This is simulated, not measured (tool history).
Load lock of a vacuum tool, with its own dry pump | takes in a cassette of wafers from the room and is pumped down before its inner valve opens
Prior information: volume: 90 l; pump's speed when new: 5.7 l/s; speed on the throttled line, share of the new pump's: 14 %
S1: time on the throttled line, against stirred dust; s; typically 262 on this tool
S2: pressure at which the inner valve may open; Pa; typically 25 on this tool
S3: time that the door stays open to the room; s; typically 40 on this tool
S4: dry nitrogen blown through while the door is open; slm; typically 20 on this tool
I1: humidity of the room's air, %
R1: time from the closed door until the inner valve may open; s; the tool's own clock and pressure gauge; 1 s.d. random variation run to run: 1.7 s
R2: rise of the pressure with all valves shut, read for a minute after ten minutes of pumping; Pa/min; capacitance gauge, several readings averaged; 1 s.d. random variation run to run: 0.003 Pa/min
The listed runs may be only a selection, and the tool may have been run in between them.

Run 1, hour 0: usual settings; I1 46. Result: R1 357.8 s, R2 0.015 Pa/min.
Run 2, hour 117.8: usual settings; I1 45.7. Result: R1 359.2 s, R2 0.014 Pa/min.
Run 3, hour 311.4: usual settings; I1 41.9. Result: R1 360.2 s, R2 0.017 Pa/min.
Run 4, hour 475.3: usual settings but S3 49 s; I1 43.3. Result: R1 358.3 s, R2 0.018 Pa/min.
Run 5, hour 632: usual settings but S3 43 s; I1 44. Result: R1 358.3 s, R2 0.017 Pa/min.
Run 6, hour 731.1: usual settings but S3 43 s; I1 43.6. Result: R1 358.9 s, R2 0.015 Pa/min.
Run 7, hour 943.9: usual settings but S3 43 s; I1 45. Result: R1 359.9 s, R2 0.015 Pa/min.
Run 8, hour 1109.5: usual settings but S3 105 s; I1 45.3. Result: R1 360.3 s, R2 0.016 Pa/min.
Run 9, hour 1309.6: usual settings but S1 211 s; I1 43.7. Result: R1 314.9 s, R2 0.013 Pa/min.
Run 10, hour 1527.8: usual settings but S1 211 s; I1 44.5. Result: R1 312.6 s, R2 0.015 Pa/min.
Run 11, hour 1654.7: usual settings; I1 47.6. Result: R1 356.8 s, R2 0.019 Pa/min.
Run 12, hour 1799: usual settings; I1 41.2. Result: R1 360.4 s, R2 0.015 Pa/min.
Run 13, hour 1958.9: usual settings but S3 125 s; I1 43.6. Result: R1 362.8 s, R2 0.019 Pa/min.
Run 14, hour 2091.3: usual settings but S3 27 s, S4 15 slm; I1 46.5. Result: R1 358.2 s, R2 0.017 Pa/min.
Run 15, hour 2183.3: usual settings but S3 27 s, S4 15 slm; I1 42.9. Result: R1 356.2 s, R2 0.016 Pa/min.
Run 16, hour 2314.2: usual settings but S2 28 Pa, S3 27 s, S4 15 slm; I1 47.9. Result: R1 356.1 s, R2 0.022 Pa/min.
Run 17, hour 2508.5: usual settings but S1 221 s, S2 30 Pa, S3 27 s, S4 7 slm; I1 50.4. Result: R1 320.8 s, R2 0.028 Pa/min.
Run 18, hour 2644.2: usual settings but S1 230 s, S4 23 slm; I1 42.7. Result: R1 330.1 s, R2 0.017 Pa/min.
Run 19, hour 2772.1: usual settings but S1 230 s, S4 23 slm; I1 45.8. Result: R1 328.3 s, R2 0.014 Pa/min.
Run 20, hour 2982.5: usual settings but S4 17 slm; I1 43.6. Result: R1 358.5 s, R2 0.014 Pa/min.
Run 21, hour 3142: usual settings but S4 17 slm; I1 45.1. Result: R1 360.8 s, R2 0.02 Pa/min.
Run 22, hour 3240.2: usual settings but S4 17 slm; I1 43.4. Result: R1 357.3 s, R2 0.014 Pa/min.
Run 23, hour 3365.4: usual settings but S4 17 slm; I1 43.1. Result: R1 360.4 s, R2 0.009 Pa/min.
Run 24, hour 3588.7: usual settings but S1 226 s, S2 23 Pa, S3 118 s, S4 19 slm; I1 45.9. Result: R1 329.7 s, R2 0.021 Pa/min.
Run 25, hour 3723.5: usual settings but S1 155 s, S2 40 Pa, S3 118 s, S4 19 slm; I1 44.4. Result: R1 256.7 s, R2 0.021 Pa/min.

Branching from run 25: 3 alternative next runs. What would each branch give?
Run A, hour 3858.3: usual settings but S1 339 s, S2 40 Pa, S3 118 s, S4 19 slm; I1 44. Result: R1 ?, R2 ?.
Run B, hour 3858.3: usual settings but S1 199 s, S3 144 s, S4 6 slm; I1 46.6. Result: R1 ?, R2 ?.
Run C, hour 3858.3: usual settings but S1 485 s, S2 46 Pa, S3 53 s; I1 46. Result: R1 ?, R2 ?.

run     R1     R2
  A  416.2  0.023
  B  305.6  0.031
  C  542.7  0.019
With the hidden condition removed and each run's random variation left untouched, the same runs would have given:
run     R1     R2
  A  416.2  0.023
  B  305.5  0.031
  C  542.7  0.018
